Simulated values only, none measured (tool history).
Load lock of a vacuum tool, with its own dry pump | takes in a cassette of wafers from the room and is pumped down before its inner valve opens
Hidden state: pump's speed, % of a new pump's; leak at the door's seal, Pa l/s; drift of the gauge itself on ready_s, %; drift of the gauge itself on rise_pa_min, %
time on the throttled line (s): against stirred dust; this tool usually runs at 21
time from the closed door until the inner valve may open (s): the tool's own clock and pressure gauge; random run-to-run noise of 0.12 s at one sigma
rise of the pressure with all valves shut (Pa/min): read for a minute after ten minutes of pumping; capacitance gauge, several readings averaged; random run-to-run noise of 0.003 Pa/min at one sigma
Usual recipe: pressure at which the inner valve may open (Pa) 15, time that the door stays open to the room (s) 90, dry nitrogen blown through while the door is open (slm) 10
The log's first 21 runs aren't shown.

run      day  time on the throttled line (s)  pressure at which the inner valve may open (Pa)  time that the door stays open to the room (s)  dry nitrogen blown through while the door is open (slm)  hours that the pump has run since its overhaul  times that the door has closed on its seal  incoming humidity of the room's air, %  time from the closed door until the inner valve may open (s)  rise of the pressure with all valves shut (Pa/min)
 22  200.071                              15                                               15                                             90                                                       10                                            3663                                       11364                                    42.7                                                          29.7                                               0.076
 23  207.042                              15                                               15                                             90                                                       10                                            3830                                       12098                                    44.7                                                          29.8                                               0.089
 24  218.571                              15                                               15                                             90                                                       10                                            4107                                       13312                                    43.3                                                          29.6                                               0.088
 25  226.400                              23                                               15                                             96                                                       10                                            4295                                       14136                                    43.4                                                          36.0                                               0.095
 26  237.171                              10                                               20                                             33                                                        8                                            4553                                       15270                                    46.4                                                          25.6                                               0.092
 27  246.067                              17                                               21                                             33                                                        8                                            4767                                       16207                                    43.8                                                          30.9                                               0.096
 28  256.100                              41                                               15                                            141                                                       10                                            5007                                       17263                                    45.6                                                          49.6                                               0.118
 29  266.921                              29                                               18                                             68                                                       17                                            5267                                       18403                                    45.6                                                          40.1                                               0.096
 30  273.425                              29                                               25                                             89                                                       17                                            5423                                       19087                                    46.4                                                          39.7                                               0.106

Predict the results of run 31:
 31  284.383                              29                                               20                                             89                                                       17                                            5686                                       20241                                    48.6                                                             ?                                                   ?

time from the closed door until the inner valve may open (s): 39.9
rise of the pressure with all valves shut (Pa/min): 0.122
Minus the tool's unlogged condition, the same run would have read time from the closed door until the inner valve may open (s) 39.0, rise of the pressure with all valves shut (Pa/min) 0.045.
